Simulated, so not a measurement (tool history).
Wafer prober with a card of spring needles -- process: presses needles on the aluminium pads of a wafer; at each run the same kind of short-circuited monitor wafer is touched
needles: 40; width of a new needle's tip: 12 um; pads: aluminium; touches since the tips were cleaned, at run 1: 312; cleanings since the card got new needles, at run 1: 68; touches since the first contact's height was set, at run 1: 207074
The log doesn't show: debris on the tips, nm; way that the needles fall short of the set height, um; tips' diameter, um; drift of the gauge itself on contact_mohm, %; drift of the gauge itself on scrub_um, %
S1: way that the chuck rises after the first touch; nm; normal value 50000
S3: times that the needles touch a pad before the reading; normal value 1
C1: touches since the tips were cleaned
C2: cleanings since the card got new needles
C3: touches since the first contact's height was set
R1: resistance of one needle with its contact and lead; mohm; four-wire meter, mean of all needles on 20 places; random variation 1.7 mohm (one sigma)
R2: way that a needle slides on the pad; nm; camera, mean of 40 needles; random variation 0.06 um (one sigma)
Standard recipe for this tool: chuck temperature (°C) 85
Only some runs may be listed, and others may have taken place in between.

Run 1, day 0.000: usual settings; C1 312; C2 68; C3 207074. Result: R1 164 mohm, R2 11870 nm.
At day 0.096: height of the first contact set anew.
At day 0.346: tips cleaned on abrasive film.
At day 0.679: tips cleaned on abrasive film.
At day 1.017: tips cleaned on abrasive film.
At day 1.433: tips cleaned on abrasive film.
At day 1.767: tips cleaned on abrasive film.
At day 2.100: tips cleaned on abrasive film.
Run 2, day 2.421: usual settings; C1 5040; C2 74; C3 36447. Result: R1 168 mohm, R2 12040 nm.
At day 2.504: tips cleaned on abrasive film.
At day 2.921: tips cleaned on abrasive film.
At day 3.338: tips cleaned on abrasive film.
At day 3.675: tips cleaned on abrasive film.
At day 4.092: tips cleaned on abrasive film.
Run 3, day 4.271: usual settings; C1 2847; C2 79; C3 65467. Result: R1 168 mohm, R2 11920 nm.
At day 4.442: tips cleaned on abrasive film.
At day 4.858: tips cleaned on abrasive film.
At day 5.192: tips cleaned on abrasive film.
At day 5.608: tips cleaned on abrasive film.
Run 4, day 5.662: usual settings but S1 36000 nm; C1 893; C2 83; C3 87301. Result: R1 173 mohm, R2 8530 nm.
At day 6.000: tips cleaned on abrasive film.
At day 6.333: tips cleaned on abrasive film.
At day 6.750: tips cleaned on abrasive film.
At day 7.167: tips cleaned on abrasive film.
Run 5, day 7.429: usual settings but S3 2; C1 4149; C2 87; C3 115006. Result: R1 167 mohm, R2 11860 nm.
At day 7.517: tips cleaned on abrasive film.
At day 7.933: tips cleaned on abrasive film.
At day 8.350: tips cleaned on abrasive film.
At day 8.683: tips cleaned on abrasive film.
At day 9.100: tips cleaned on abrasive film.
Run 6, day 9.317: usual settings but S3 2; C1 3423; C2 92; C3 144602. Result: R1 166 mohm, R2 12030 nm.
At day 9.483: tips cleaned on abrasive film.
At day 9.900: tips cleaned on abrasive film.
At day 10.321: tips cleaned on abrasive film.
At day 10.654: tips cleaned on abrasive film.
At day 11.071: tips cleaned on abrasive film.
At day 11.488: tips cleaned on abrasive film.
Run 7, day 11.704: usual settings but chuck temperature (°C) 45; C1 3439; C2 98; C3 182066. Result: R1 157 mohm, R2 11910 nm.
At day 11.875: tips cleaned on abrasive film.
At day 12.292: tips cleaned on abrasive film.
At day 12.708: tips cleaned on abrasive film.
At day 13.125: tips cleaned on abrasive film.
At day 13.383: height of the first contact set anew.
At day 13.554: tips cleaned on abrasive film.
Run 8, day 13.633: usual settings; C1 1260; C2 103; C3 3877. Result: R1 165 mohm, R2 12040 nm.
At day 13.967: tips cleaned on abrasive film.
At day 14.383: tips cleaned on abrasive film.
At day 14.800: tips cleaned on abrasive film.
Run 9, day 15.029: usual settings; C1 3628; C2 106; C3 25826. Result: R1 165 mohm, R2 11990 nm.
At day 15.200: tips cleaned on abrasive film.
At day 15.617: tips cleaned on abrasive film.
At day 16.033: tips cleaned on abrasive film.
At day 16.367: tips cleaned on abrasive film.
At day 16.783: tips cleaned on abrasive film.
At day 17.200: tips cleaned on abrasive film.
Run 10, day 17.350: usual settings but chuck temperature (°C) 28, S3 2; C1 2341; C2 112; C3 62192. Result: R1 156 mohm, R2 11940 nm.
At day 17.600: tips cleaned on abrasive film.
At day 18.017: tips cleaned on abrasive film.
At day 18.433: tips cleaned on abrasive film.
Run 11, day 18.471: usual settings but S1 40000 nm, chuck temperature (°C) 28; C1 581; C2 115; C3 79786. Result: R1 161 mohm, R2 9530 nm.
At day 18.804: tips cleaned on abrasive film.
At day 19.221: tips cleaned on abrasive film.
At day 19.554: tips cleaned on abrasive film.
At day 19.971: tips cleaned on abrasive film.
At day 20.308: tips cleaned on abrasive film.
At day 20.642: tips cleaned on abrasive film.
At day 21.058: tips cleaned on abrasive film.
Run 12, day 21.067: usual settings but S1 40000 nm, chuck temperature (°C) 28; C1 113; C2 122; C3 120466. Result: R1 158 mohm, R2 9540 nm.
At day 21.400: tips cleaned on abrasive film.
At day 21.817: tips cleaned on abrasive film.
At day 22.150: tips cleaned on abrasive film.
At day 22.567: tips cleaned on abrasive film.
At day 22.983: tips cleaned on abrasive film.
At day 23.321: tips cleaned on abrasive film.
At day 23.662: tips cleaned on abrasive film.
Run 13, day 23.662: usual settings but S1 59000 nm, chuck temperature (°C) 69, S3 2; C1 0; C2 129; C3 161209. Result: R1 160 mohm, R2 14110 nm.
At day 24.079: tips cleaned on abrasive film.
At day 24.417: tips cleaned on abrasive film.
At day 24.833: tips cleaned on abrasive film.
At day 25.250: tips cleaned on abrasive film.
At day 25.583: tips cleaned on abrasive film.
At day 25.917: tips cleaned on abrasive film.
Run 14, day 26.079: usual settings but S1 43000 nm, chuck temperature (°C) 44; C1 2525; C2 135; C3 199064. Result: R1 161 mohm, R2 10440 nm.
At day 26.329: tips cleaned on abrasive film.
At day 26.662: tips cleaned on abrasive film.
At day 26.675: height of the first contact set anew.
At day 27.092: tips cleaned on abrasive film.
At day 27.425: tips cleaned on abrasive film.
At day 27.846: tips cleaned on abrasive film.
Run 15, day 28.162: usual settings but S1 43000 nm, chuck temperature (°C) 44; C1 5039; C2 140; C3 23360. Result: R1 161 mohm, R2 10230 nm.
At day 28.250: tips cleaned on abrasive film.
At day 28.583: tips cleaned on abrasive film.
At day 28.917: tips cleaned on abrasive film.
At day 29.333: tips cleaned on abrasive film.
At day 29.750: tips cleaned on abrasive film.
At day 30.167: tips cleaned on abrasive film.
Run 16, day 30.408: usual settings but S1 43000 nm, chuck temperature (°C) 44; C1 3792; C2 146; C3 58559. Result: R1 163 mohm, R2 10360 nm.
At day 30.575: tips cleaned on abrasive film.
At day 30.992: tips cleaned on abrasive film.
At day 31.408: tips cleaned on abrasive film.
At day 31.746: tips cleaned on abrasive film.
At day 32.162: tips cleaned on abrasive film.
At day 32.496: tips cleaned on abrasive film.
At day 32.867: tips cleaned on abrasive film.
Run 17, day 32.867: usual settings but S1 31000 nm, chuck temperature (°C) 51; C1 0; C2 153; C3 97116. Result: R1 169 mohm, R2 7450 nm.
At day 33.204: tips cleaned on abrasive film.
At day 33.621: tips cleaned on abrasive film.
At day 34.038: tips cleaned on abrasive film.
At day 34.371: tips cleaned on abrasive film.
At day 34.758: tips cleaned on abrasive film.
Run 18, day 34.758: usual settings but S1 31000 nm, chuck temperature (°C) 51; C1 0; C2 158; C3 126739. Result: R1 168 mohm, R2 7480 nm.

Below are 5 alternative next runs, each starting from the tool's condition after run 18. Predict each:
At day 35.092: tips cleaned on abrasive film.
At day 35.508: tips cleaned on abrasive film.
At day 35.925: tips cleaned on abrasive film.
At day 36.258: tips cleaned on abrasive film.
At day 36.600: tips cleaned on abrasive film.
Run A, day 36.600: usual settings but S1 52000 nm, chuck temperature (°C) 90, S3 3; C1 0; C2 163; C3 155596. Result: R1 ?, R2 ?.
At day 35.092: tips cleaned on abrasive film.
At day 35.508: tips cleaned on abrasive film.
At day 35.925: tips cleaned on abrasive film.
At day 36.258: tips cleaned on abrasive film.
At day 36.600: tips cleaned on abrasive film.
Run B, day 36.600: usual settings but S1 36000 nm, chuck temperature (°C) 56; C1 0; C2 163; C3 155596. Result: R1 ?, R2 ?.
At day 35.092: tips cleaned on abrasive film.
At day 35.508: tips cleaned on abrasive film.
At day 35.925: tips cleaned on abrasive film.
At day 36.258: tips cleaned on abrasive film.
At day 36.600: tips cleaned on abrasive film.
Run C, day 36.600: usual settings but S1 40000 nm, chuck temperature (°C) 31, S3 3; C1 0; C2 163; C3 155596. Result: R1 ?, R2 ?.
At day 35.092: tips cleaned on abrasive film.
At day 35.508: tips cleaned on abrasive film.
At day 35.925: tips cleaned on abrasive film.
At day 36.258: tips cleaned on abrasive film.
At day 36.600: tips cleaned on abrasive film.
Run D, day 36.600: usual settings but S1 31000 nm, chuck temperature (°C) 50; C1 0; C2 163; C3 155596. Result: R1 ?, R2 ?.
At day 35.092: tips cleaned on abrasive film.
At day 35.508: tips cleaned on abrasive film.
At day 35.925: tips cleaned on abrasive film.
At day 36.258: tips cleaned on abrasive film.
At day 36.600: tips cleaned on abrasive film.
Run E, day 36.600: usual settings but S1 41000 nm; C1 0; C2 163; C3 155596. Result: R1 ?, R2 ?.

run   R1     R2
  A  170  12440
  B  168   8690
  C  162   9590
  D  170   7400
  E  175   9810
Take away the tool's hidden state, keep each run's random variation, and the runs would have read:
run   R1     R2
  A  170  12450
  B  168   8690
  C  162   9590
  D  170   7400
  E  175   9810
